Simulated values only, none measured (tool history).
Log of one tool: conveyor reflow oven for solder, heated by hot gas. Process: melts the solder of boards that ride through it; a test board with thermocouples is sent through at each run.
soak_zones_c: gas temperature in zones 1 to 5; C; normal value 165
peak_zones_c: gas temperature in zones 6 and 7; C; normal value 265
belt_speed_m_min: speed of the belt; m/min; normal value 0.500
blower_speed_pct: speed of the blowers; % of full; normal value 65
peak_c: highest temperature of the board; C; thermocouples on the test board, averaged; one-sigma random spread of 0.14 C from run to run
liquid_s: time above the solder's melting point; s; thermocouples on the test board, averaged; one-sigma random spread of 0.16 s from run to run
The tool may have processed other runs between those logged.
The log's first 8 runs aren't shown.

run,day,soak_zones_c,peak_zones_c,belt_speed_m_min,blower_speed_pct,hours of work since the flux was cleaned out,hours of work since the belt drive was overhauled,hours of work since the thermocouples were changed,peak_c,liquid_s
9,3.333,165,265,0.500,56,123,498,243,241.2,40.7
10,3.771,165,265,0.500,56,129,504,250,241.4,40.6
11,4.138,165,265,0.500,65,135,510,255,245.3,45.2
12,4.371,165,265,0.500,65,138,513,258,245.0,44.6
13,4.767,165,265,0.500,65,144,519,264,245.2,45.0
14,5.054,165,265,0.500,65,148,523,269,245.2,45.3
15,5.521,165,265,0.500,65,155,530,275,245.0,45.4
16,5.750,166,265,0.519,70,158,533,279,245.6,44.4
17,6.221,166,265,0.519,70,165,540,286,245.7,44.6
18,6.629,172,279,0.460,67,171,546,292,262.0,64.7
19,6.846,172,279,0.460,67,175,550,295,262.3,64.7
20,7.242,172,279,0.460,67,180,555,301,261.9,64.8
21,7.733,165,265,0.584,59,188,563,308,236.1,28.9
22,8.212,156,268,0.500,65,195,570,315,245.6,43.1
23,8.467,156,268,0.500,65,198,573,319,245.6,42.8
24,8.800,172,265,0.539,65,203,578,324,243.7,42.0
25,9.300,172,265,0.539,65,211,586,331,243.6,41.7
26,9.646,177,265,0.421,77,216,591,336,255.3,69.9
27,9.888,177,265,0.421,77,219,594,340,255.1,70.0
28,10.121,174,280,0.421,66,223,598,343,265.7,74.0
29,10.517,174,280,0.426,66,229,604,349,265.1,72.8
30,10.988,180,280,0.556,80,236,611,356,261.9,55.4

Alternative continuations, all from the tool just after run 30; predict every row:
A,11.350,153,265,0.579,84,241,616,361,?,?
B,11.350,155,265,0.463,69,241,616,361,?,?
C,11.350,179,265,0.402,61,241,616,361,?,?
D,11.350,167,280,0.556,80,241,616,361,?,?
E,11.350,180,275,0.526,80,241,616,361,?,?

run,peak_c,liquid_s
A,243.4,34.9
B,247.0,48.9
C,253.0,71.5
D,258.9,50.2
E,259.1,57.4
Take away the tool's hidden state, keep each run's random variation, and the runs would have read:
run,peak_c,liquid_s
A,244.7,35.9
B,247.8,49.4
C,253.4,71.3
D,260.1,50.5
E,260.0,57.5

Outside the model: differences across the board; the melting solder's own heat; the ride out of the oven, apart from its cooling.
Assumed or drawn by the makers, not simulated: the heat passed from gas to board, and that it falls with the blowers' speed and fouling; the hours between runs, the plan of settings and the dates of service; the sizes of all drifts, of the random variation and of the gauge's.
